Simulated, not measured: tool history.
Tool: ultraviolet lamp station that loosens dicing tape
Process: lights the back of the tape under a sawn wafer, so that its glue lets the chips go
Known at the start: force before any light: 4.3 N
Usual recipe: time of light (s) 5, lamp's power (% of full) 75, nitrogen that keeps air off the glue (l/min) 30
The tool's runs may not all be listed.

run	hour	time of light (s)	lamp's power (% of full)	nitrogen that keeps air off the glue (l/min)	force that peels the tape off (N)	light that reached the tape (mJ/cm²)
1	0	5	75	30	0.464	360
2	37	5	75	30	0.463	357
3	87.5	5	75	13	0.788	358
4	114.6	5	75	13	0.791	355
5	161.6	5	75	13	0.818	350
6	214	5	75	30	0.537	347
7	255.8	5	75	30	0.53	338
8	315.3	5	97	30	0.367	430
9	345	5	65	30	0.663	288
10	378.2	5	65	30	0.717	281
11	407.2	5	75	30	0.583	322
12	440.5	5	75	30	0.567	319
13	479.5	5	67	26	0.745	288
14	531.6	5	67	26	0.778	280
15	583	3	66	26	1.491	162
16	608.6	8	66	39	0.317	437
17	651.6	9	67	31	0.3	490
18	703.6	5	75	11	1.046	300
19	759.2	5	68	33	0.716	268
# hour 765.3: window cleaned of glue's vapour
20	799.3	5	68	33	0.597	304
21	835.4	5	75	30	0.524	337
22	892.5	5	66	45	0.562	289
23	944.8	5	66	45	0.583	285

3 ways to go on from here, each from the tool as it stands after run 23. What would each give?
A	973.4	8	79	27	?	?
B	973.4	5	66	15	?	?
C	973.4	8	66	45	?	?

run	force that peels the tape off (N)	light that reached the tape (mJ/cm²)
A	0.282	542
B	0.989	283
C	0.283	455
With no hidden state in the tool, these same runs would have given:
run	force that peels the tape off (N)	light that reached the tape (mJ/cm²)
A	0.214	754
B	0.609	395
C	0.211	633
